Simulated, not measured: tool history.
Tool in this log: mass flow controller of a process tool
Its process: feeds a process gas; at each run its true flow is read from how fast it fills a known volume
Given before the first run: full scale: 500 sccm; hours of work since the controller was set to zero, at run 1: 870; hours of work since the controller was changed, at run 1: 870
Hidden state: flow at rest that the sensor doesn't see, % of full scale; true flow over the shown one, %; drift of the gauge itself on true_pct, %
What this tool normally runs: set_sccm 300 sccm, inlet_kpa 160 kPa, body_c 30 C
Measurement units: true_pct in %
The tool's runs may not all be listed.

| run | hour | set_sccm | inlet_kpa | body_c | hours of work since the controller was set to zero | hours of work since the controller was changed | true_pct |
|---|---|---|---|---|---|---|---|
| 1 | 0.0 | 300 | 160 | 30 | 870 | 870 | 98.88 |
| 2 | 82.7 | 436 | 160 | 30 | 924 | 924 | 99.34 |
| 3 | 182.5 | 300 | 160 | 25 | 988 | 988 | 99.00 |
| 4 | 267.9 | 300 | 160 | 20 | 1043 | 1043 | 99.39 |
| 5 | 328.7 | 300 | 160 | 20 | 1082 | 1082 | 99.47 |
| 6 | 402.9 | 300 | 160 | 20 | 1130 | 1130 | 99.32 |
| 7 | 484.1 | 300 | 160 | 40 | 1183 | 1183 | 98.18 |
| 8 | 554.8 | 300 | 160 | 30 | 1228 | 1228 | 98.79 |
| 9 | 609.2 | 133 | 160 | 30 | 1263 | 1263 | 97.98 |
| 10 | 691.5 | 76 | 160 | 30 | 1316 | 1316 | 97.57 |
| 11 | 759.1 | 76 | 160 | 30 | 1360 | 1360 | 97.40 |
| 12 | 834.6 | 300 | 160 | 30 | 1409 | 1409 | 98.69 |
| 13 | 883.4 | 300 | 160 | 30 | 1440 | 1440 | 98.75 |
| 14 | 968.2 | 300 | 160 | 30 | 1495 | 1495 | 98.78 |
| 15 | 1026.2 | 300 | 279 | 30 | 1532 | 1532 | 98.12 |
| 16 | 1095.4 | 300 | 279 | 30 | 1577 | 1577 | 98.04 |
| 17 | 1171.2 | 452 | 194 | 22 | 1626 | 1626 | 99.43 |
| 18 | 1250.7 | 452 | 194 | 22 | 1677 | 1677 | 99.63 |
| 19 | 1302.7 | 452 | 194 | 22 | 1710 | 1710 | 99.55 |
| 20 | 1356.9 | 162 | 194 | 28 | 1745 | 1745 | 97.96 |
| 21 | 1441.9 | 162 | 194 | 28 | 1800 | 1800 | 98.01 |
| 22 | 1539.1 | 300 | 212 | 20 | 1863 | 1863 | 99.05 |
| 23 | 1626.5 | 300 | 160 | 28 | 1919 | 1919 | 98.62 |
| 24 | 1685.1 | 300 | 160 | 28 | 1957 | 1957 | 98.69 |
| 25 | 1764.1 | 154 | 146 | 24 | 2008 | 2008 | 98.27 |
| 26 | 1808.9 | 337 | 143 | 28 | 2037 | 2037 | 98.90 |
| 27 | 1910.9 | 337 | 143 | 28 | 2103 | 2103 | 98.94 |
| 28 | 2013.0 | 337 | 143 | 28 | 2169 | 2169 | 98.76 |
| 29 | 2057.0 | 337 | 143 | 28 | 2197 | 2197 | 98.84 |
| 30 | 2149.7 | 337 | 143 | 28 | 2257 | 2257 | 98.80 |

Predict each of these 3 candidate next runs independently; none follows another, all start after run 30:
| A | 2239.5 | 337 | 256 | 31 | 2315 | 2315 | ? |
| B | 2239.5 | 337 | 264 | 20 | 2315 | 2315 | ? |
| C | 2239.5 | 280 | 160 | 25 | 2315 | 2315 | ? |

| run | true_pct |
|---|---|
| A | 98.05 |
| B | 98.53 |
| C | 98.72 |
With no hidden state in the tool, these same runs would have given:
| run | true_pct |
|---|---|
| A | 98.88 |
| B | 99.36 |
| C | 99.61 |

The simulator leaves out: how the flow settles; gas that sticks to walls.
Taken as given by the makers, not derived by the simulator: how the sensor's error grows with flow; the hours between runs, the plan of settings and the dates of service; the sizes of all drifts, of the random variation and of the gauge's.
